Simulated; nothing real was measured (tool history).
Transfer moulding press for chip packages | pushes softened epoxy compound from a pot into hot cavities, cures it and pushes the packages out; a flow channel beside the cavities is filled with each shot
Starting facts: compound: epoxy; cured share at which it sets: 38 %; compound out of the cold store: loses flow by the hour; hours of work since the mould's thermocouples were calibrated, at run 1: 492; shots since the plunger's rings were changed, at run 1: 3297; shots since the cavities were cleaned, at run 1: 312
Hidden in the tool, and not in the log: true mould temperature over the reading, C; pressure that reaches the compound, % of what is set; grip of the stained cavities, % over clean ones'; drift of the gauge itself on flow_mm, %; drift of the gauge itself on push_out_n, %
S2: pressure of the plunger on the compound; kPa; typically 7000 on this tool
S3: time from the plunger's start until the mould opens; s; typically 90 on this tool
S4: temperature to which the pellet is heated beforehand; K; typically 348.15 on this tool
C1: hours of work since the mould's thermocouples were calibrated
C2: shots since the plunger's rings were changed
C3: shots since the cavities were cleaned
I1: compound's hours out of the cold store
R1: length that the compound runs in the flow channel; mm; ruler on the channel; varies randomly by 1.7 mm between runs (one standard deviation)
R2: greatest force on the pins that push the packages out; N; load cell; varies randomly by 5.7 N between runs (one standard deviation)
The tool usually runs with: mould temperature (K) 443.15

run 1 hour=0.0 | mould_temperature_(K)=443.15 S2=7000 S3=90 S4=348.15 | C1=492 C2=3297 C3=312 | I1=41.3 | R1=548 R2=250
run 2 hour=10.8 | mould_temperature_(K)=443.15 S2=7000 S3=90 S4=345.15 | C1=501 C2=3447 C3=462 | I1=28.9 | R1=589 R2=288
-- hour=18.5 cavities cleaned with cleaning compound and waxed
run 3 hour=26.4 | mould_temperature_(K)=443.15 S2=7000 S3=90 S4=345.15 | C1=511 C2=3644 C3=111 | I1=30.4 | R1=582 R2=241
run 4 hour=40.5 | mould_temperature_(K)=443.15 S2=7000 S3=90 S4=345.15 | C1=522 C2=3840 C3=307 | I1=15.5 | R1=629 R2=286
-- hour=59.4 cavities cleaned with cleaning compound and waxed
run 5 hour=63.7 | mould_temperature_(K)=443.15 S2=7000 S3=90 S4=345.15 | C1=538 C2=4142 C3=61 | I1=9.8 | R1=648 R2=223
run 6 hour=76.7 | mould_temperature_(K)=443.15 S2=7000 S3=90 S4=345.15 | C1=548 C2=4322 C3=241 | I1=11.0 | R1=641 R2=264
run 7 hour=87.1 | mould_temperature_(K)=443.15 S2=7000 S3=90 S4=345.15 | C1=555 C2=4466 C3=385 | I1=13.4 | R1=635 R2=285
-- hour=100.0 cavities cleaned with cleaning compound and waxed
-- hour=112.7 plunger's sealing rings changed
run 8 hour=113.3 | mould_temperature_(K)=443.15 S2=7000 S3=90 S4=345.15 | C1=572 C2=8 C3=151 | I1=45.4 | R1=549 R2=247
run 9 hour=135.6 | mould_temperature_(K)=443.15 S2=7000 S3=90 S4=345.15 | C1=589 C2=318 C3=461 | I1=44.5 | R1=552 R2=289
-- hour=143.0 cavities cleaned with cleaning compound and waxed
run 10 hour=150.0 | mould_temperature_(K)=443.15 S2=7000 S3=90 S4=345.15 | C1=598 C2=498 C3=98 | I1=46.3 | R1=545 R2=209
run 11 hour=170.1 | mould_temperature_(K)=443.15 S2=7000 S3=90 S4=345.15 | C1=614 C2=778 C3=378 | I1=39.3 | R1=567 R2=274
-- hour=184.7 cavities cleaned with cleaning compound and waxed
run 12 hour=188.8 | mould_temperature_(K)=443.15 S2=7000 S3=90 S4=348.15 | C1=626 C2=1017 C3=57 | I1=39.6 | R1=564 R2=213
run 13 hour=209.6 | mould_temperature_(K)=443.15 S2=7000 S3=90 S4=348.15 | C1=642 C2=1307 C3=347 | I1=29.4 | R1=591 R2=278
run 14 hour=220.0 | mould_temperature_(K)=443.15 S2=7000 S3=81 S4=348.15 | C1=650 C2=1451 C3=491 | I1=15.7 | R1=637 R2=352
-- hour=225.9 cavities cleaned with cleaning compound and waxed
run 15 hour=237.3 | mould_temperature_(K)=439.15 S2=8340 S3=76 S4=353.15 | C1=662 C2=1671 C3=159 | I1=43.0 | R1=607 R2=371
run 16 hour=247.2 | mould_temperature_(K)=436.15 S2=6920 S3=73 S4=355.15 | C1=669 C2=1809 C3=297 | I1=16.2 | R1=647 R2=601
-- hour=267.5 cavities cleaned with cleaning compound and waxed
run 17 hour=269.7 | mould_temperature_(K)=443.15 S2=5930 S3=90 S4=341.15 | C1=685 C2=2102 C3=32 | I1=20.6 | R1=571 R2=209
run 18 hour=283.1 | mould_temperature_(K)=443.15 S2=5930 S3=90 S4=341.15 | C1=695 C2=2287 C3=217 | I1=20.7 | R1=568 R2=245
run 19 hour=303.6 | mould_temperature_(K)=449.15 S2=8670 S3=107 S4=348.15 | C1=710 C2=2573 C3=503 | I1=11.6 | R1=708 R2=255
-- hour=308.9 cavities cleaned with cleaning compound and waxed
run 20 hour=316.3 | mould_temperature_(K)=443.15 S2=7240 S3=98 S4=348.15 | C1=719 C2=2730 C3=105 | I1=45.3 | R1=547 R2=204
-- hour=325.6 mould's thermocouples calibrated
run 21 hour=338.9 | mould_temperature_(K)=443.15 S2=7240 S3=98 S4=348.15 | C1=10 C2=3015 C3=390 | I1=16.0 | R1=644 R2=267
-- hour=352.6 cavities cleaned with cleaning compound and waxed
run 22 hour=360.8 | mould_temperature_(K)=443.15 S2=7240 S3=98 S4=348.15 | C1=25 C2=3299 C3=114 | I1=47.0 | R1=541 R2=208
run 23 hour=379.2 | mould_temperature_(K)=439.15 S2=6140 S3=90 S4=348.15 | C1=39 C2=3555 C3=370 | I1=30.4 | R1=556 R2=346
-- hour=393.5 cavities cleaned with cleaning compound and waxed
run 24 hour=398.5 | mould_temperature_(K)=437.15 S2=7590 S3=90 S4=356.15 | C1=52 C2=3803 C3=69 | I1=18.2 | R1=659 R2=305
run 25 hour=409.6 | mould_temperature_(K)=447.15 S2=5910 S3=86 S4=347.15 | C1=61 C2=3958 C3=224 | I1=32.7 | R1=520 R2=229
run 26 hour=425.9 | mould_temperature_(K)=450.15 S2=6180 S3=100 S4=348.15 | C1=73 C2=4185 C3=451 | I1=36.7 | R1=516 R2=243
-- hour=435.9 cavities cleaned with cleaning compound and waxed
run 27 hour=439.7 | mould_temperature_(K)=440.15 S2=5470 S3=84 S4=347.15 | C1=82 C2=4356 C3=54 | I1=9.9 | R1=578 R2=298
run 28 hour=449.6 | mould_temperature_(K)=440.15 S2=5470 S3=84 S4=347.15 | C1=90 C2=4494 C3=192 | I1=32.1 | R1=509 R2=304

Branching from run 28: 4 alternative next runs. What would each branch give?
run A hour=463.0 | mould_temperature_(K)=450.15 S2=5470 S3=98 S4=347.15 | C1=100 C2=4680 C3=378 | I1=20.4 | R1=? R2=?
run B hour=463.0 | mould_temperature_(K)=440.15 S2=8560 S3=84 S4=347.15 | C1=100 C2=4680 C3=378 | I1=29.2 | R1=? R2=?
run C hour=463.0 | mould_temperature_(K)=441.15 S2=6540 S3=84 S4=348.15 | C1=100 C2=4680 C3=378 | I1=35.7 | R1=? R2=?
run D hour=463.0 | mould_temperature_(K)=436.15 S2=7000 S3=90 S4=353.15 | C1=100 C2=4680 C3=378 | I1=37.6 | R1=? R2=?

run=A R1=529 R2=233
run=B R1=650 R2=355
run=C R1=548 R2=334
run=D R1=565 R2=399
Without the tool's unlogged condition, the same runs would have read:
run=A R1=547 R2=166
run=B R1=672 R2=255
run=C R1=566 R2=241
run=D R1=585 R2=289

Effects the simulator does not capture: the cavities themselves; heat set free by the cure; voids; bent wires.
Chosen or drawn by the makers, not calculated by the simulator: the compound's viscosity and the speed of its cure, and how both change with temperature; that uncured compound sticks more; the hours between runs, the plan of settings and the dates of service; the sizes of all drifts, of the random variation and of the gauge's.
